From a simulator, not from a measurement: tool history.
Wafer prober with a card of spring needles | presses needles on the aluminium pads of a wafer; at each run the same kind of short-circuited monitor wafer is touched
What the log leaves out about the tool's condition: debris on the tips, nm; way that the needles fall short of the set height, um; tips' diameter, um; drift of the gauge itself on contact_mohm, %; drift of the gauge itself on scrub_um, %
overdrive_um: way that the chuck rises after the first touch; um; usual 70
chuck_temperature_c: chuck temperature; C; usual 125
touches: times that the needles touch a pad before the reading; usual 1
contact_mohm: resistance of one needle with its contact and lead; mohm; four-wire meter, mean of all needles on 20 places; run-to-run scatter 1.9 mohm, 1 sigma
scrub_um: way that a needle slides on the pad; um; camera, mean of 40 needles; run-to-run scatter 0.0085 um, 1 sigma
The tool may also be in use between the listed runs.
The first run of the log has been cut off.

run	hour	overdrive_um	chuck_temperature_c	touches	touches since the tips were cleaned	cleanings since the card got new needles	touches since the first contact's height was set	contact_mohm	scrub_um
# hour 5.2: tips cleaned on abrasive film
2	11.1	70	125	1	2278	3	24184	248	9.268
3	21.9	70	125	1	6395	3	28301	273	9.249
# hour 24.4: tips cleaned on abrasive film
4	27.1	70	125	1	1063	4	30284	227	9.248
5	36.6	51	125	1	4696	4	33917	328	6.717
6	42.7	70	111	1	7021	4	36242	275	9.257
# hour 43.7: tips cleaned on abrasive film
7	48.8	70	125	1	1956	5	38557	243	9.243
8	58.3	70	125	1	5591	5	42192	272	9.238
# hour 62.7: tips cleaned on abrasive film
9	63.8	70	125	1	439	6	44268	216	9.235
10	72.9	70	125	1	3926	6	47755	258	9.233
11	78.4	70	60	1	5997	6	49826	268	9.239
# hour 81.4: tips cleaned on abrasive film
12	86.9	55	125	1	2103	7	53068	271	7.230
13	91.8	70	125	2	3972	7	54937	240	9.232
# hour 100.6: tips cleaned on abrasive film
14	102.4	70	31	2	699	8	58974	197	9.240
15	111.9	70	31	2	4314	8	62589	224	9.204
# hour 119.8: tips cleaned on abrasive film
16	121.1	70	125	2	487	9	66087	213	9.212
17	129.9	70	125	1	3858	9	69458	260	9.202
18	134.5	70	33	1	5636	9	71236	269	9.205
# hour 138.6: tips cleaned on abrasive film
19	140.0	55	27	2	548	10	73290	198	7.201

For run 20, what comes out?
20	150.6	57	50	1	4602	10	77344	?	?

contact_mohm: 295 mohm
scrub_um: 7.484 um
Minus the tool's unlogged condition, the same run would have read contact_mohm 186 mohm, scrub_um 7.553 um.
